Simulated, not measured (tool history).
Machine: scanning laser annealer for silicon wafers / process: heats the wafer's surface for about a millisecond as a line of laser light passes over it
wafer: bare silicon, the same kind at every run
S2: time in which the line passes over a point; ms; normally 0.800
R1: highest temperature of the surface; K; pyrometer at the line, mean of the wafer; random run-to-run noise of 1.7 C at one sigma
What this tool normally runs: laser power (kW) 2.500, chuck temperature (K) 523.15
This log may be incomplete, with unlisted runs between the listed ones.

Run 1, hour 0.0: usual settings. Result: R1 1281.15 K.
Run 2, hour 10.7: usual settings. Result: R1 1277.15 K.
Run 3, hour 17.1: usual settings but chuck temperature (K) 533.15. Result: R1 1286.15 K.
Run 4, hour 28.0: usual settings but chuck temperature (K) 533.15. Result: R1 1287.15 K.
Run 5, hour 40.5: usual settings but chuck temperature (K) 533.15. Result: R1 1290.15 K.
Run 6, hour 48.7: usual settings but chuck temperature (K) 533.15. Result: R1 1286.15 K.
Run 7, hour 62.3: usual settings. Result: R1 1279.15 K.
Run 8, hour 74.1: usual settings. Result: R1 1276.15 K.
Run 9, hour 81.2: usual settings. Result: R1 1275.15 K.
Run 10, hour 93.7: usual settings but laser power (kW) 2.181, S2 0.674 ms, chuck temperature (K) 514.15. Result: R1 1106.15 K.
Run 11, hour 104.7: usual settings but laser power (kW) 2.436, chuck temperature (K) 487.15. Result: R1 1224.15 K.
Run 12, hour 111.5: usual settings but laser power (kW) 2.436, chuck temperature (K) 491.15. Result: R1 1228.15 K.
Run 13, hour 117.1: usual settings but S2 0.679 ms, chuck temperature (K) 484.15. Result: R1 1174.15 K.
Run 14, hour 124.6: usual settings but laser power (kW) 2.673, chuck temperature (K) 528.15. Result: R1 1339.15 K.
Run 15, hour 133.7: usual settings but laser power (kW) 2.673, chuck temperature (K) 528.15. Result: R1 1340.15 K.
Run 16, hour 143.8: usual settings but laser power (kW) 2.673, chuck temperature (K) 528.15. Result: R1 1340.15 K.
Run 17, hour 154.3: usual settings but laser power (kW) 2.673, chuck temperature (K) 528.15. Result: R1 1340.15 K.
Run 18, hour 161.5: usual settings but laser power (kW) 2.673, chuck temperature (K) 528.15. Result: R1 1340.15 K.

Here are 4 independent what-if runs from the current tool condition. What would each one return?
Run A, hour 169.9: usual settings but laser power (kW) 2.175, S2 0.877 ms, chuck temperature (K) 536.15. Result: R1 ?.
Run B, hour 169.9: usual settings but laser power (kW) 2.154, S2 0.691 ms, chuck temperature (K) 495.15. Result: R1 ?.
Run C, hour 169.9: usual settings but laser power (kW) 2.742, S2 0.655 ms, chuck temperature (K) 533.15. Result: R1 ?.
Run D, hour 169.9: usual settings but laser power (kW) 2.278, chuck temperature (K) 528.15. Result: R1 ?.

run       R1
  A  1218.15
  B  1085.15
  C  1278.15
  D  1207.15
Had the tool no hidden state, the same runs would have come out as:
run       R1
  A  1219.15
  B  1085.15
  C  1278.15
  D  1207.15

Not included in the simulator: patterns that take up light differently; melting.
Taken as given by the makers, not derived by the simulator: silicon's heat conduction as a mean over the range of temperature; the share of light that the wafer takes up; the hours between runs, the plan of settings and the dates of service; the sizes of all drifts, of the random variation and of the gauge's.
